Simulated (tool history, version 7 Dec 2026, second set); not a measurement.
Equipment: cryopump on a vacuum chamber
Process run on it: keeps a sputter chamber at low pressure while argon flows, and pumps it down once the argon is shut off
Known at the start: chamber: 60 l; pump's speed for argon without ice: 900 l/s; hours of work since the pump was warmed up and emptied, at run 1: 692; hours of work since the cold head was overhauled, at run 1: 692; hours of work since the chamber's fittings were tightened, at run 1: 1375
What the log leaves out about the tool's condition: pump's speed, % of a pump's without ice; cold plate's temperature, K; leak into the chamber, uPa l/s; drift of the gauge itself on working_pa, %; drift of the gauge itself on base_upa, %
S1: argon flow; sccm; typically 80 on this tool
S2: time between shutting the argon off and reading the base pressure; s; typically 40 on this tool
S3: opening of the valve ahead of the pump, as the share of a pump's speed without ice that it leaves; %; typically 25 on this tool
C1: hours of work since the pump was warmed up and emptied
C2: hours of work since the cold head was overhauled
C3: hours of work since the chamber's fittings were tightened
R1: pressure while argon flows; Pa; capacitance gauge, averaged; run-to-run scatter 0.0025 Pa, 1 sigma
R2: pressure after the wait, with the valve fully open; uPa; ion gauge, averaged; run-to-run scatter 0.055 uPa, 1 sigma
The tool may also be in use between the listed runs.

| run | hour | S1 | S2 | S3 | C1 | C2 | C3 | R1 | R2 |
|---|---|---|---|---|---|---|---|---|---|
| 1 | 0.0 | 80 | 40 | 25 | 692 | 692 | 1375 | 0.6376 | 4.44 |
| 2 | 59.9 | 80 | 40 | 25 | 736 | 736 | 1419 | 0.6419 | 4.53 |
| 3 | 132.3 | 80 | 40 | 25 | 790 | 790 | 1473 | 0.6459 | 4.60 |
| 4 | 184.8 | 80 | 40 | 30 | 828 | 828 | 1511 | 0.5484 | 4.65 |
| 5 | 220.4 | 80 | 40 | 25 | 855 | 855 | 1538 | 0.6455 | 4.72 |
| 6 | 276.4 | 80 | 40 | 25 | 896 | 896 | 1579 | 0.6543 | 4.82 |
| 7 | 323.2 | 80 | 40 | 25 | 930 | 930 | 1613 | 0.6533 | 4.71 |
| 8 | 396.9 | 80 | 40 | 25 | 985 | 985 | 1668 | 0.6637 | 4.90 |
| 9 | 459.2 | 80 | 40 | 25 | 1031 | 1031 | 1714 | 0.6647 | 5.01 |
| 10 | 533.5 | 80 | 40 | 25 | 1085 | 1085 | 1768 | 0.6674 | 5.00 |
|  | 578.9 | pump warmed up, emptied and cooled again |
| 11 | 607.3 | 80 | 40 | 25 | 21 | 1136 | 1819 | 0.6036 | 4.57 |
| 12 | 648.5 | 80 | 40 | 25 | 51 | 1166 | 1850 | 0.6031 | 4.47 |
| 13 | 687.3 | 91 | 40 | 25 | 80 | 1195 | 1878 | 0.6900 | 4.69 |
| 14 | 754.8 | 91 | 40 | 45 | 130 | 1245 | 1928 | 0.3864 | 4.63 |
| 15 | 839.2 | 91 | 40 | 45 | 192 | 1307 | 1990 | 0.3901 | 4.79 |
| 16 | 901.7 | 90 | 40 | 45 | 238 | 1353 | 2036 | 0.3895 | 4.67 |
| 17 | 986.9 | 90 | 40 | 35 | 301 | 1416 | 2099 | 0.4993 | 4.75 |
| 18 | 1023.8 | 80 | 40 | 51 | 328 | 1443 | 2126 | 0.3109 | 4.90 |
| 19 | 1089.1 | 80 | 40 | 51 | 376 | 1491 | 2174 | 0.3125 | 4.90 |
| 20 | 1138.2 | 118 | 253 | 27 | 412 | 1528 | 2211 | 0.8501 | 2.33 |
| 21 | 1179.3 | 55 | 140 | 27 | 443 | 1558 | 2241 | 0.3965 | 2.84 |
| 22 | 1214.4 | 81 | 251 | 37 | 469 | 1584 | 2267 | 0.4340 | 2.46 |
| 23 | 1282.1 | 145 | 36 | 31 | 518 | 1634 | 2317 | 0.9205 | 5.41 |
| 24 | 1360.0 | 80 | 58 | 45 | 576 | 1691 | 2374 | 0.3624 | 4.25 |
| 25 | 1414.0 | 80 | 58 | 38 | 616 | 1731 | 2414 | 0.4293 | 4.29 |
| 26 | 1451.8 | 80 | 58 | 38 | 644 | 1759 | 2442 | 0.4278 | 4.18 |
|  | 1498.9 | leaking fittings of the chamber tightened, without venting |
| 27 | 1502.6 | 42 | 34 | 24 | 680 | 1795 | 3 | 0.3464 | 4.06 |
| 28 | 1563.0 | 42 | 136 | 56 | 724 | 1839 | 47 | 0.1599 | 1.41 |
| 29 | 1606.2 | 140 | 40 | 15 | 756 | 1871 | 79 | 1.8211 | 3.61 |
| 30 | 1642.9 | 140 | 40 | 15 | 783 | 1898 | 106 | 1.8395 | 3.60 |
| 31 | 1704.4 | 46 | 140 | 15 | 828 | 1943 | 151 | 0.6016 | 1.47 |
| 32 | 1758.5 | 80 | 204 | 20 | 868 | 1983 | 191 | 0.8010 | 1.27 |
| 33 | 1834.0 | 45 | 164 | 20 | 924 | 2039 | 247 | 0.4523 | 1.49 |

3 ways to go on from here, each from the tool as it stands after run 33. What would each give?
| A | 1903.5 | 116 | 38 | 59 | 975 | 2090 | 298 | ? | ? |
| B | 1903.5 | 45 | 134 | 30 | 975 | 2090 | 298 | ? | ? |
| C | 1903.5 | 51 | 164 | 20 | 975 | 2090 | 298 | ? | ? |

| run | R1 | R2 |
|---|---|---|
| A | 0.4532 | 3.89 |
| B | 0.3158 | 1.63 |
| C | 0.5156 | 1.51 |
Had the tool no hidden state, the same runs would have come out as:
| run | R1 | R2 |
|---|---|---|
| A | 0.3706 | 3.47 |
| B | 0.2836 | 1.22 |
| C | 0.4794 | 1.08 |
